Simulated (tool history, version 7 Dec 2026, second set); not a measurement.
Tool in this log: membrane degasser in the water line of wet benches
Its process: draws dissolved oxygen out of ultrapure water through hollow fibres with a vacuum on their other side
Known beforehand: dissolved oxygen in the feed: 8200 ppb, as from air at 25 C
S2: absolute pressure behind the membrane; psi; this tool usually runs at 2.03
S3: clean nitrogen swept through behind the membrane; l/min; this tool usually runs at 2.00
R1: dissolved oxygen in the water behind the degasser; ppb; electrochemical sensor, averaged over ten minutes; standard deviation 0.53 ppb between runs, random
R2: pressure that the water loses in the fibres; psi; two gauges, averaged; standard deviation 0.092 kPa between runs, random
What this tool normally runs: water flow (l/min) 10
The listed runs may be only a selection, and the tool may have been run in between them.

{"run": 1, "day": 0.0, "water flow (l/min)": 10, "S2": 2.03, "S3": 2.0, "R1": 136.7, "R2": 5.749}
{"run": 2, "day": 1.592, "water flow (l/min)": 10, "S2": 2.03, "S3": 2.0, "R1": 136.9, "R2": 5.793}
{"run": 3, "day": 3.588, "water flow (l/min)": 10, "S2": 2.03, "S3": 2.0, "R1": 136.0, "R2": 5.754}
{"run": 4, "day": 5.104, "water flow (l/min)": 10, "S2": 2.03, "S3": 2.0, "R1": 137.2, "R2": 5.774}
{"run": 5, "day": 6.992, "water flow (l/min)": 12, "S2": 2.03, "S3": 2.0, "R1": 166.6, "R2": 6.939}
{"run": 6, "day": 9.096, "water flow (l/min)": 8, "S2": 2.03, "S3": 2.0, "R1": 108.3, "R2": 4.611}
{"run": 7, "day": 10.296, "water flow (l/min)": 10, "S2": 2.03, "S3": 2.23, "R1": 123.3, "R2": 5.774}
{"run": 8, "day": 12.204, "water flow (l/min)": 13, "S2": 2.03, "S3": 2.0, "R1": 183.3, "R2": 7.527}
{"run": 9, "day": 13.888, "water flow (l/min)": 6, "S2": 2.03, "S3": 2.0, "R1": 80.4, "R2": 3.485}
{"run": 10, "day": 15.025, "water flow (l/min)": 6, "S2": 2.03, "S3": 2.0, "R1": 80.3, "R2": 3.462}
{"run": 11, "day": 16.992, "water flow (l/min)": 10, "S2": 2.03, "S3": 1.12, "R1": 230.7, "R2": 5.736}
{"run": 12, "day": 18.375, "water flow (l/min)": 7, "S2": 2.03, "S3": 2.0, "R1": 94.2, "R2": 4.044}
{"run": 13, "day": 20.083, "water flow (l/min)": 7, "S2": 2.03, "S3": 2.0, "R1": 94.2, "R2": 4.042}
{"run": 14, "day": 21.404, "water flow (l/min)": 7, "S2": 2.03, "S3": 2.0, "R1": 93.6, "R2": 4.044}
{"run": 15, "day": 22.788, "water flow (l/min)": 10, "S2": 1.84, "S3": 2.0, "R1": 120.9, "R2": 5.765}
{"run": 16, "day": 24.175, "water flow (l/min)": 10, "S2": 4.24, "S3": 2.0, "R1": 312.4, "R2": 5.768}
{"run": 17, "day": 26.0, "water flow (l/min)": 10, "S2": 4.24, "S3": 2.0, "R1": 311.2, "R2": 5.775}
{"run": 18, "day": 27.025, "water flow (l/min)": 10, "S2": 4.24, "S3": 2.0, "R1": 315.8, "R2": 5.778}
{"run": 19, "day": 27.929, "water flow (l/min)": 8, "S2": 4.93, "S3": 2.63, "R1": 228.5, "R2": 4.608}
{"run": 20, "day": 29.588, "water flow (l/min)": 10, "S2": 2.41, "S3": 1.98, "R1": 169.5, "R2": 5.78}
{"run": 21, "day": 31.754, "water flow (l/min)": 8, "S2": 4.24, "S3": 3.75, "R1": 139.4, "R2": 4.624}
{"run": 22, "day": 33.721, "water flow (l/min)": 7, "S2": 2.63, "S3": 4.41, "R1": 61.1, "R2": 4.035}
{"run": 23, "day": 34.758, "water flow (l/min)": 12, "S2": 2.57, "S3": 2.37, "R1": 188.8, "R2": 6.937}
{"run": 24, "day": 36.029, "water flow (l/min)": 7, "S2": 4.45, "S3": 2.91, "R1": 163.1, "R2": 4.012}
{"run": 25, "day": 37.021, "water flow (l/min)": 7, "S2": 4.45, "S3": 2.91, "R1": 163.8, "R2": 4.035}
{"run": 26, "day": 38.096, "water flow (l/min)": 7, "S2": 4.45, "S3": 2.91, "R1": 163.1, "R2": 4.039}
{"run": 27, "day": 39.588, "water flow (l/min)": 7, "S2": 4.45, "S3": 2.91, "R1": 163.4, "R2": 4.033}
{"run": 28, "day": 40.896, "water flow (l/min)": 7, "S2": 4.45, "S3": 2.91, "R1": 164.3, "R2": 4.033}
{"run": 29, "day": 42.346, "water flow (l/min)": 11, "S2": 1.91, "S3": 1.03, "R1": 255.7, "R2": 6.322}
{"run": 30, "day": 44.108, "water flow (l/min)": 8, "S2": 1.33, "S3": 1.03, "R1": 113.6, "R2": 4.63}
{"run": 31, "day": 46.262, "water flow (l/min)": 8, "S2": 1.33, "S3": 1.03, "R1": 113.6, "R2": 4.619}

For run 32, what comes out?
{"run": 32, "day": 48.358, "water flow (l/min)": 7, "S2": 2.63, "S3": 5.93, "R1": "?", "R2": "?"}

R1: 45.9 ppb
R2: 4.025 psi
Without the tool's hidden state the same run would have given R1 45.9 ppb, R2 4.025 psi.
